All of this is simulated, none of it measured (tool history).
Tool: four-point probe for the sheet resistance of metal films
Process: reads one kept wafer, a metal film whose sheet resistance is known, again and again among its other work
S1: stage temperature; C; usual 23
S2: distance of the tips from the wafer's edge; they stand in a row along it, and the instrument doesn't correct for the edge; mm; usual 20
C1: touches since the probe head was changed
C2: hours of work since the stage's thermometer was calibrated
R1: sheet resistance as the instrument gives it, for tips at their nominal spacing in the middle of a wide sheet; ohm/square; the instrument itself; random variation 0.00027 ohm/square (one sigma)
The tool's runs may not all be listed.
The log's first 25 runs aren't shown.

run 26 hour=1070.3 | S1=30 S2=4 | C1=34853 C2=931 | R1=1.368266
run 27 hour=1114.5 | S1=32 S2=21 | C1=35376 C2=951 | R1=1.327605
run 28 hour=1151.0 | S1=18 S2=9 | C1=35809 C2=968 | R1=1.329043
run 29 hour=1213.5 | S1=32 S2=4 | C1=36547 C2=997 | R1=1.368433
run 30 hour=1265.2 | S1=32 S2=4 | C1=37159 C2=1021 | R1=1.368591
run 31 hour=1306.0 | S1=27 S2=20 | C1=37641 C2=1040 | R1=1.324284
run 32 hour=1349.2 | S1=33 S2=60 | C1=38152 C2=1060 | R1=1.325621
run 33 hour=1406.5 | S1=33 S2=60 | C1=38830 C2=1086 | R1=1.325225
run 34 hour=1438.7 | S1=33 S2=36 | C1=39211 C2=1101 | R1=1.325815
run 35 hour=1494.0 | S1=34 S2=14 | C1=39864 C2=1126 | R1=1.329441
run 36 hour=1549.5 | S1=21 S2=14 | C1=40521 C2=1152 | R1=1.323384
run 37 hour=1593.2 | S1=21 S2=14 | C1=41038 C2=1172 | R1=1.323514
run 38 hour=1634.6 | S1=21 S2=14 | C1=41527 C2=1191 | R1=1.322752
run 39 hour=1688.3 | S1=33 S2=37 | C1=42162 C2=1216 | R1=1.324800
run 40 hour=1729.3 | S1=20 S2=37 | C1=42648 C2=1235 | R1=1.318938
run 41 hour=1791.9 | S1=19 S2=9 | C1=43388 C2=1264 | R1=1.327108
run 42 hour=1843.1 | S1=26 S2=9 | C1=43993 C2=1288 | R1=1.329508
run 43 hour=1894.5 | S1=30 S2=20 | C1=44601 C2=1311 | R1=1.323411

Forecast each of these 4 alternatives for the next run:
run A hour=1928.8 | S1=27 S2=35 | C1=45007 C2=1327 | R1=?
run B hour=1928.8 | S1=22 S2=7 | C1=45007 C2=1327 | R1=?
run C hour=1928.8 | S1=26 S2=39 | C1=45007 C2=1327 | R1=?
run D hour=1928.8 | S1=20 S2=32 | C1=45007 C2=1327 | R1=?

run=A R1=1.321656
run=B R1=1.332489
run=C R1=1.320327
run=D R1=1.318521
Without the tool's hidden state the same runs would have given:
run=A R1=1.336830
run=B R1=1.347793
run=C R1=1.335490
run=D R1=1.333684

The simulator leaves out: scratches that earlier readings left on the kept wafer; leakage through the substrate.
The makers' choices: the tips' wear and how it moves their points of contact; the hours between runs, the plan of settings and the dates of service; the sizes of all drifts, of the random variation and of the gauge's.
